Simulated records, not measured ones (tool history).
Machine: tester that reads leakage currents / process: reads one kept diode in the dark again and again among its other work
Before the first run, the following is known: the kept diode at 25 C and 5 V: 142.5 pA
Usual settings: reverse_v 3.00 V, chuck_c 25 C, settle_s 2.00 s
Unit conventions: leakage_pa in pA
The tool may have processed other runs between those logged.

run,hour,reverse_v,chuck_c,settle_s,leakage_pa
1,0.0,3.00,25,2.00,111.38
# hour 82.1: probe card cleaned and baked
2,130.0,3.00,37,2.00,330.86
3,287.9,14.51,25,2.00,200.01
4,405.6,14.51,25,2.00,198.69
5,563.0,3.00,25,2.00,109.06
# hour 653.2: tester calibrated
6,739.2,3.00,25,2.00,110.31
7,929.0,3.00,31,2.00,190.47
8,1117.1,3.00,31,2.00,188.72
9,1204.7,13.12,25,2.00,189.05
# hour 1298.3: probe card cleaned and baked, once more
10,1332.3,13.12,25,2.00,174.19
11,1441.6,13.12,25,2.00,174.87
# hour 1489.1: chuck's temperature calibrated
12,1625.8,13.12,25,2.00,200.14
13,1740.1,13.12,25,2.00,200.29
14,1950.1,13.12,60,2.00,3938.06
15,2145.0,13.12,60,2.00,3898.94
16,2351.6,13.12,60,2.00,3870.48
17,2492.2,3.00,25,2.00,116.99
18,2675.5,3.00,41,2.00,492.89
19,2884.6,1.74,41,2.00,405.06
20,3053.9,1.74,41,2.00,404.19
21,3243.3,1.74,41,2.00,399.94
22,3343.9,10.06,39,2.54,608.33
23,3557.5,9.69,25,0.63,172.83
24,3713.4,9.69,25,0.63,171.61
25,3842.0,9.69,25,0.63,171.03
26,4057.0,9.69,25,0.63,170.65
27,4223.6,9.69,25,0.63,169.34
28,4317.7,9.69,25,0.63,168.40
29,4533.8,9.69,25,0.63,167.86
# hour 4598.9: chuck's temperature calibrated
30,4709.0,11.43,25,7.01,192.46
31,4877.2,1.93,28,2.16,135.61
32,4967.6,3.00,32,2.00,226.41
33,5142.9,3.00,32,2.00,224.85
34,5275.4,3.00,25,0.65,118.27
35,5427.6,3.00,25,0.65,118.44
36,5542.8,3.29,25,0.65,120.72
37,5694.2,3.47,35,1.42,303.97
38,5868.3,2.69,25,0.34,112.86
39,5999.2,8.16,30,6.06,257.90

Predict each of these 3 candidate next runs independently; none follows another, all start after run 39:
# hour 6040.3: probe card cleaned and baked
A,6203.4,8.16,27,6.06,?
# hour 6040.3: probe card cleaned and baked
B,6203.4,8.16,30,3.66,?
# hour 6040.3: probe card cleaned and baked
C,6203.4,5.49,25,0.39,?

run,leakage_pa
A,189.92
B,249.90
C,141.16
Had the tool no hidden state, the same runs would have come out as:
run,leakage_pa
A,204.78
B,269.18
C,152.06
